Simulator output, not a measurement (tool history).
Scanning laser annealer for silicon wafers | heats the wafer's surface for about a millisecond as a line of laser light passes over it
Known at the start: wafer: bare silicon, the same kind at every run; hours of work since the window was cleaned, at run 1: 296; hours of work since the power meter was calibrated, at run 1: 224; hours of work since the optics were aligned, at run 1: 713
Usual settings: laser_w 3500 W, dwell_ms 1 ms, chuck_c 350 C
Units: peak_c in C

run,day,laser_w,dwell_ms,chuck_c,hours of work since the window was cleaned,hours of work since the power meter was calibrated,hours of work since the optics were aligned,peak_c
1,0,3500,1,350,296,224,713,1084
2,0.2,3500,1,350,299,227,715,1085
3,0.542,3500,1,350,304,231,720,1086
4,0.971,3690,1,350,310,237,726,1124
5,1.304,3690,1,350,314,242,731,1127
6,1.717,3500,1,313,320,247,736,1049
7,2.171,3500,1,313,326,254,742,1045
8,2.404,3500,1,350,329,257,746,1087
9,2.771,3500,1,349,334,262,751,1087
10,3.171,3500,1,349,340,267,756,1082
11,3.492,3695,1.05,350,344,272,760,1149
12,3.812,3500,0.89,359,348,276,765,1048
13,4.212,3500,0.89,381,354,282,770,1065
14,4.654,3500,0.89,381,360,288,776,1071
15,4.888,3186,1,320,363,291,780,985
16,5.192,3473,1,330,367,295,784,1058
17,5.508,2988,1.13,330,372,299,788,998
18,5.912,3500,1.17,372,377,305,794,1171
19,6.292,3500,0.8,380,382,310,799,1027

3 ways to go on from here, each from the tool as it stands after run 19. What would each give?
A,6.725,3500,1.03,379,388,316,805,?
B,6.725,3120,0.75,380,388,316,805,?
C,6.725,3002,1.12,375,388,316,805,?

run,peak_c
A,1123
B,934
C,1038
Without the tool's hidden state the same runs would have given:
run,peak_c
A,1143
B,949
C,1056

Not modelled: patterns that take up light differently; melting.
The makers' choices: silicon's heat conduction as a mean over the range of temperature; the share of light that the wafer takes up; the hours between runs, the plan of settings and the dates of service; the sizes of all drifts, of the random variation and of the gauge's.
